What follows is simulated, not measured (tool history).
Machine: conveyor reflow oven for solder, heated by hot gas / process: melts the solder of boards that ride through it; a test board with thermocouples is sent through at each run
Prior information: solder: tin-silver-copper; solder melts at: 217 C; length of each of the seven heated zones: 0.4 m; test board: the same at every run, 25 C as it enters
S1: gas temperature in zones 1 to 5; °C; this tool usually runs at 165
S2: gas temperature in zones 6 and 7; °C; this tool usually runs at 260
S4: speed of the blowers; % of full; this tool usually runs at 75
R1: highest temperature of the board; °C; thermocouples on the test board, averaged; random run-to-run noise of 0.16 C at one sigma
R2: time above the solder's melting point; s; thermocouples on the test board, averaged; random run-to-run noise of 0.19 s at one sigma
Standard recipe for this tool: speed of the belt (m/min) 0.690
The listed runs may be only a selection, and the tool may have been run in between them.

run 1 hour=0.0 | S1=165 S2=260 speed_of_the_belt_(m/min)=0.690 S4=75 | R1=248.6 R2=48.4
run 2 hour=25.9 | S1=165 S2=260 speed_of_the_belt_(m/min)=0.690 S4=75 | R1=248.1 R2=48.3
run 3 hour=46.1 | S1=165 S2=260 speed_of_the_belt_(m/min)=0.690 S4=75 | R1=248.2 R2=48.6
run 4 hour=80.5 | S1=165 S2=260 speed_of_the_belt_(m/min)=0.690 S4=75 | R1=248.2 R2=48.2
run 5 hour=102.6 | S1=165 S2=260 speed_of_the_belt_(m/min)=0.690 S4=75 | R1=248.1 R2=48.4
run 6 hour=132.4 | S1=165 S2=264 speed_of_the_belt_(m/min)=0.690 S4=81 | R1=252.6 R2=51.6
-- hour=143.9 flux residue cleaned out of gas plates and filters
run 7 hour=156.8 | S1=178 S2=272 speed_of_the_belt_(m/min)=0.712 S4=61 | R1=258.0 R2=56.0
run 8 hour=179.1 | S1=178 S2=272 speed_of_the_belt_(m/min)=0.712 S4=83 | R1=262.3 R2=58.6

Run 9 is up next; what results do you expect?
run 9 hour=197.8 | S1=151 S2=261 speed_of_the_belt_(m/min)=0.661 S4=66 | R1=? R2=?

R1: 247.6 °C
R2: 46.4 s
Take away the tool's hidden state, keep the run-to-run variation as it was, and the same run would have given R1 245.6 °C, R2 43.9 s.
